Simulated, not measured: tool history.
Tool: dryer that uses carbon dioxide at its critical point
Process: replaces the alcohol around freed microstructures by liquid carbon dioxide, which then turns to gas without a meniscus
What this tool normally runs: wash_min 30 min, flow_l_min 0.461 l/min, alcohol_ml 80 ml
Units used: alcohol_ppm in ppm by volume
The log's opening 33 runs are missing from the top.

{"run": 34, "day": 29.138, "wash_min": 43, "flow_l_min": 0.503, "alcohol_ml": 45, "alcohol_ppm": 99}
{"run": 35, "day": 30.233, "wash_min": 31, "flow_l_min": 0.281, "alcohol_ml": 29, "alcohol_ppm": 683}
{"run": 36, "day": 30.804, "wash_min": 30, "flow_l_min": 0.458, "alcohol_ml": 92, "alcohol_ppm": 358}
{"run": 37, "day": 31.442, "wash_min": 19, "flow_l_min": 0.617, "alcohol_ml": 71, "alcohol_ppm": 518}
{"day": 31.892, "done": "inlet filter changed"}
{"run": 38, "day": 32.104, "wash_min": 24, "flow_l_min": 0.765, "alcohol_ml": 21, "alcohol_ppm": 88}
{"run": 39, "day": 32.888, "wash_min": 24, "flow_l_min": 0.765, "alcohol_ml": 21, "alcohol_ppm": 105}
{"run": 40, "day": 33.875, "wash_min": 30, "flow_l_min": 0.47, "alcohol_ml": 20, "alcohol_ppm": 114}
{"run": 41, "day": 34.358, "wash_min": 36, "flow_l_min": 0.461, "alcohol_ml": 82, "alcohol_ppm": 121}
{"run": 42, "day": 35.392, "wash_min": 30, "flow_l_min": 0.577, "alcohol_ml": 118, "alcohol_ppm": 132}
{"run": 43, "day": 35.979, "wash_min": 30, "flow_l_min": 0.461, "alcohol_ml": 55, "alcohol_ppm": 165}
{"run": 44, "day": 36.888, "wash_min": 30, "flow_l_min": 0.461, "alcohol_ml": 55, "alcohol_ppm": 172}
{"run": 45, "day": 37.875, "wash_min": 45, "flow_l_min": 0.597, "alcohol_ml": 21, "alcohol_ppm": 100}
{"run": 46, "day": 39.004, "wash_min": 30, "flow_l_min": 0.477, "alcohol_ml": 50, "alcohol_ppm": 155}

Below are 3 alternative next runs, each starting from the tool's condition after run 46. Predict each:
{"run": "A", "day": 39.858, "wash_min": 30, "flow_l_min": 0.358, "alcohol_ml": 80, "alcohol_ppm": "?"}
{"run": "B", "day": 39.858, "wash_min": 22, "flow_l_min": 0.531, "alcohol_ml": 74, "alcohol_ppm": "?"}
{"run": "C", "day": 39.858, "wash_min": 26, "flow_l_min": 0.448, "alcohol_ml": 80, "alcohol_ppm": "?"}

run=A alcohol_ppm=620
run=B alcohol_ppm=399
run=C alcohol_ppm=451
Stripped of hidden state, with their random variation kept, the same runs would have yielded:
run=A alcohol_ppm=321
run=B alcohol_ppm=176
run=C alcohol_ppm=210
